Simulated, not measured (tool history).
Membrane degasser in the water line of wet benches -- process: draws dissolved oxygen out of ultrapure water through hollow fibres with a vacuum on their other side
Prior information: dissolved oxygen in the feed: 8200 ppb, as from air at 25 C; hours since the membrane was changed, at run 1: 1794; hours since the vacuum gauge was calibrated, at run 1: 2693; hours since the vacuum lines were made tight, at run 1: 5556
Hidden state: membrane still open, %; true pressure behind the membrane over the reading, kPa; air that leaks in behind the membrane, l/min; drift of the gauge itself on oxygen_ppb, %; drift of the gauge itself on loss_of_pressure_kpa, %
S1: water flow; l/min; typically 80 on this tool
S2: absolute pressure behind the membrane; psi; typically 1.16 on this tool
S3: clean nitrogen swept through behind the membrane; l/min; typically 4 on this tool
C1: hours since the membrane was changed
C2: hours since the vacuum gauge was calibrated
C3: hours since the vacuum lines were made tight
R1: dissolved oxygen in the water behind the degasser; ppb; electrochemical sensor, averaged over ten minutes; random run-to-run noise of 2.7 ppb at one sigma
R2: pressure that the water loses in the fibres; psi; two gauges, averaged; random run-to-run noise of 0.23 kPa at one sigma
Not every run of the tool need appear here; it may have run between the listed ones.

| run | hour | S1 | S2 | S3 | C1 | C2 | C3 | R1 | R2 |
|---|---|---|---|---|---|---|---|---|---|
| 1 | 0 | 80 | 1.16 | 4 | 1794 | 2693 | 5556 | 277.8 | 8.499 |
| 2 | 43.9 | 80 | 1.16 | 10.97 | 1838 | 2737 | 5600 | 149.8 | 8.477 |
| 3 | 91.9 | 80 | 1.16 | 10.97 | 1886 | 2785 | 5648 | 148.5 | 8.521 |
| 4 | 122.7 | 80 | 1.16 | 6.75 | 1916 | 2816 | 5679 | 196.6 | 8.522 |
| 5 | 166.8 | 97 | 1.16 | 4 | 1961 | 2860 | 5723 | 341.2 | 10.338 |
| 6 | 194.6 | 65 | 1.16 | 4 | 1988 | 2888 | 5751 | 219.4 | 6.946 |
| 7 | 227.8 | 65 | 1.16 | 4 | 2022 | 2921 | 5784 | 222.1 | 6.859 |
| 8 | 253.5 | 65 | 1.16 | 4 | 2047 | 2947 | 5810 | 218.8 | 6.872 |
| 9 | 296.6 | 80 | 1.292 | 4 | 2090 | 2990 | 5853 | 309.5 | 8.53 |
| 10 | 327.9 | 80 | 1.292 | 4 | 2122 | 3021 | 5884 | 314.5 | 8.464 |
| 11 | 379.9 | 80 | 1.292 | 4 | 2174 | 3073 | 5936 | 312.4 | 8.489 |
| 12 | 432.7 | 80 | 1.16 | 6.2 | 2226 | 3126 | 5989 | 206.9 | 8.498 |
| 13 | 471.5 | 92 | 1.16 | 6.2 | 2265 | 3165 | 6028 | 242.2 | 9.791 |
| 14 | 507.8 | 92 | 1.342 | 6.2 | 2302 | 3201 | 6064 | 285 | 9.783 |
| 15 | 553.4 | 92 | 1.342 | 6.2 | 2347 | 3246 | 6110 | 286 | 9.807 |
| 16 | 588.6 | 92 | 1.342 | 6.2 | 2382 | 3282 | 6145 | 282.7 | 9.7 |
| 17 | 614.2 | 79 | 1.16 | 11.17 | 2408 | 3307 | 6170 | 146.7 | 8.448 |
| 18 | 662.9 | 58 | 1.16 | 5.9 | 2457 | 3356 | 6219 | 146 | 6.15 |
| 19 | 705.6 | 84 | 0.767 | 4 | 2499 | 3399 | 6262 | 170.7 | 8.878 |
| 20 | 750.8 | 84 | 0.767 | 4 | 2545 | 3444 | 6307 | 174.4 | 8.971 |
| 21 | 794.8 | 105 | 1.949 | 4.55 | 2589 | 3488 | 6351 | 594.4 | 11.119 |
| 22 | 839.2 | 70 | 1.949 | 1.92 | 2633 | 3532 | 6395 | 766.2 | 7.401 |
| 23 | 894 | 87 | 1.16 | 1.74 | 2688 | 3587 | 6450 | 531.6 | 9.291 |
| 24 | 916.8 | 74 | 0.876 | 2.48 | 2711 | 3610 | 6473 | 240.1 | 7.896 |
| 25 | 951.8 | 74 | 2.271 | 2.48 | 2746 | 3645 | 6508 | 800.4 | 7.893 |
| 26 | 975.4 | 74 | 1.687 | 1.73 | 2769 | 3668 | 6532 | 724 | 7.854 |
| 27 | 1026 | 118 | 1.687 | 1.78 | 2820 | 3719 | 6582 | 1028.7 | 12.541 |
| 28 | 1054 | 118 | 1.687 | 1.78 | 2848 | 3747 | 6610 | 1027.6 | 12.525 |
| 29 | 1080.9 | 56 | 0.727 | 4.76 | 2875 | 3774 | 6637 | 85.7 | 5.929 |
| 30 | 1105.3 | 56 | 0.727 | 2.06 | 2899 | 3798 | 6662 | 146.4 | 5.915 |
| 31 | 1148.1 | 80 | 2.049 | 4 | 2942 | 3841 | 6704 | 531.7 | 8.547 |
| 32 | 1197.1 | 125 | 1.111 | 4 | 2991 | 3890 | 6753 | 427.7 | 13.3 |

Below are 4 alternative next runs, each starting from the tool's condition after run 32. Predict each:
| A | 1225.6 | 57 | 2.017 | 11.77 | 3019 | 3919 | 6782 | ? | ? |
| B | 1225.6 | 82 | 2.176 | 9.23 | 3019 | 3919 | 6782 | ? | ? |
| C | 1225.6 | 80 | 1.16 | 1.97 | 3019 | 3919 | 6782 | ? | ? |
| D | 1225.6 | 80 | 1.146 | 4 | 3019 | 3919 | 6782 | ? | ? |

| run | R1 | R2 |
|---|---|---|
| A | 158.6 | 6.119 |
| B | 309.9 | 8.772 |
| C | 449.4 | 8.482 |
| D | 274 | 8.425 |
Without the tool's unlogged condition, the same runs would have read:
| run | R1 | R2 |
|---|---|---|
| A | 154.9 | 6.076 |
| B | 303.6 | 8.71 |
| C | 432.3 | 8.422 |
| D | 263.3 | 8.366 |

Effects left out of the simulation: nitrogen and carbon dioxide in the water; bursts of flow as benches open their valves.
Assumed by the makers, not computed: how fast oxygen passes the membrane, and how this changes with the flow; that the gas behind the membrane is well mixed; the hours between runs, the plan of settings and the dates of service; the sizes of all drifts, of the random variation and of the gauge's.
